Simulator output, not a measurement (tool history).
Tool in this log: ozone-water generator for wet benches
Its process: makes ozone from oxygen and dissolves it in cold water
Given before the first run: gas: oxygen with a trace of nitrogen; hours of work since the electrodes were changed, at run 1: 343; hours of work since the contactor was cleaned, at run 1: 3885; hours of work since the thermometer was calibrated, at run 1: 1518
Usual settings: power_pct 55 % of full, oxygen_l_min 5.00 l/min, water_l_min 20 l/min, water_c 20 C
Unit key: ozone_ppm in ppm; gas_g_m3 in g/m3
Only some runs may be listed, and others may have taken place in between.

run,hour,power_pct,oxygen_l_min,water_l_min,water_c,hours of work since the electrodes were changed,hours of work since the contactor was cleaned,hours of work since the thermometer was calibrated,ozone_ppm,gas_g_m3
1,0.0,55,5.00,20,20,343,3885,1518,12.6,145.6
2,20.6,55,5.00,20,20,361,3903,1536,12.3,146.6
3,48.6,55,5.00,20,23,386,3927,1560,11.9,146.1
4,80.1,49,5.00,20,20,413,3954,1587,11.7,139.1
5,93.5,55,5.00,20,20,425,3966,1599,12.4,146.5
6,115.8,55,5.00,20,20,444,3985,1618,12.6,145.1
7,143.2,55,5.00,20,20,468,4009,1642,12.4,145.0
8,164.3,55,5.00,20,20,486,4028,1661,12.5,146.4
9,183.4,55,5.00,20,20,503,4044,1677,12.5,146.2
10,199.3,55,5.00,20,20,517,4058,1691,12.3,145.8
11,223.8,55,5.00,20,20,538,4079,1712,12.5,146.2
12,249.4,82,5.00,20,20,560,4102,1735,15.4,180.1
13,269.9,82,5.00,20,20,578,4119,1752,15.1,179.3
14,286.1,55,5.00,20,20,592,4133,1767,12.3,145.0
15,307.3,55,5.00,20,20,611,4152,1785,12.1,144.2
16,322.8,55,8.84,20,20,624,4165,1799,12.5,113.3
17,347.6,55,4.90,19,16,646,4187,1820,13.5,145.6
18,374.9,55,4.90,19,16,669,4211,1844,13.3,146.9
19,398.9,42,8.91,14,20,690,4232,1865,13.4,96.4
20,413.5,55,5.00,20,18,703,4244,1877,12.6,143.7
21,436.1,66,2.73,20,20,722,4264,1897,12.1,206.3
22,461.9,66,2.73,20,20,745,4286,1919,12.1,210.2
23,484.7,42,5.00,20,14,765,4306,1939,11.5,123.7
24,503.8,55,5.16,20,22,781,4323,1956,11.8,143.7
# hour 517.0: contactor cleaned
25,527.6,55,5.16,20,22,799,9,1973,12.9,144.0
26,549.6,51,3.09,20,16,818,28,1992,12.1,170.0
27,573.9,55,5.00,31,20,839,49,2013,9.2,144.3
28,593.0,55,5.00,31,20,856,66,2030,9.3,144.1

Each run again, without the hidden state but with its own random variation kept:
Unlogged tool condition in this case: yield of the discharge, % of new electrodes'; contactor's efficiency, % of a clean one's; true water temperature over the reading, C; drift of the gauge itself on ozone_ppm, %; drift of the gauge itself on gas_g_m3, %.
run,ozone_ppm,gas_g_m3
1,13.8,147.4
2,13.5,148.5
3,13.1,148.1
4,12.9,141.0
5,13.6,148.7
6,13.9,147.5
7,13.7,147.4
8,13.7,149.0
9,13.8,148.8
10,13.6,148.5
11,13.8,149.1
12,17.2,184.7
13,16.8,184.0
14,13.7,148.2
15,13.5,147.5
16,14.0,116.0
17,15.0,149.1
18,14.8,150.5
19,14.9,98.5
20,14.1,147.4
21,13.6,212.5
22,13.6,216.7
23,12.8,126.7
24,13.3,147.9
25,13.4,148.3
26,12.5,175.0
27,9.5,148.8
28,9.7,148.8
